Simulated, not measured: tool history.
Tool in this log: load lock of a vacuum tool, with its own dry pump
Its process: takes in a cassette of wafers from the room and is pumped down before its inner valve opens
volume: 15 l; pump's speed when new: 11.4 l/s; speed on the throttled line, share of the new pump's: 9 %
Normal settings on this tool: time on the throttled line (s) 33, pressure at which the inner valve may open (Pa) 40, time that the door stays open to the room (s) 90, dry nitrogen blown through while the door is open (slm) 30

run,day,time on the throttled line (s),pressure at which the inner valve may open (Pa),time that the door stays open to the room (s),dry nitrogen blown through while the door is open (slm),"incoming humidity of the room's air, %",time from the closed door until the inner valve may open (s),rise of the pressure with all valves shut (Pa/min)
1,0,33,40,90,30,47,40.5,0.179
2,10.767,33,40,90,30,48.6,40.6,0.185
3,25.675,33,40,90,30,43.3,40.4,0.182
4,41.308,33,40,90,30,45.9,40.5,0.189
5,60.796,33,40,90,30,46.2,40.5,0.209
6,68.95,33,40,90,30,41.6,40.5,0.198
7,81.992,33,40,90,30,44.4,40.6,0.208
8,99.562,33,40,90,30,46.7,41,0.209
9,116.733,33,50,90,30,45.8,40.4,0.22
10,131.421,41,40,90,30,45.9,48.2,0.231
11,142.729,41,40,90,30,44.5,48,0.231
12,162.354,22,34,41,18,45.8,30.9,0.226
13,178.129,51,34,40,7,45.6,57.4,0.247
14,190.925,22,34,40,22,45.3,31.4,0.227
15,199.912,33,31,152,19,42.9,41.1,0.283
16,215.946,60,71,129,19,46.8,64.7,0.291

5 options for the next run, each taken on its own from the tool as it stands now. Forecast them:
A,225.933,21,40,90,30,40.7,?,?
B,225.933,60,71,102,7,42.8,?,?
C,225.933,21,71,129,19,46.8,?,?
D,225.933,33,40,58,30,44.8,?,?
E,225.933,17,43,153,19,45.8,?,?

run,time from the closed door until the inner valve may open (s),rise of the pressure with all valves shut (Pa/min)
A,30.2,0.255
B,64.6,0.304
C,29.1,0.29
D,41,0.245
E,26.4,0.291
Without the tool's hidden state the same runs would have given:
run,time from the closed door until the inner valve may open (s),rise of the pressure with all valves shut (Pa/min)
A,29.6,0.062
B,64.3,0.109
C,28.5,0.096
D,40.5,0.052
E,25.8,0.1
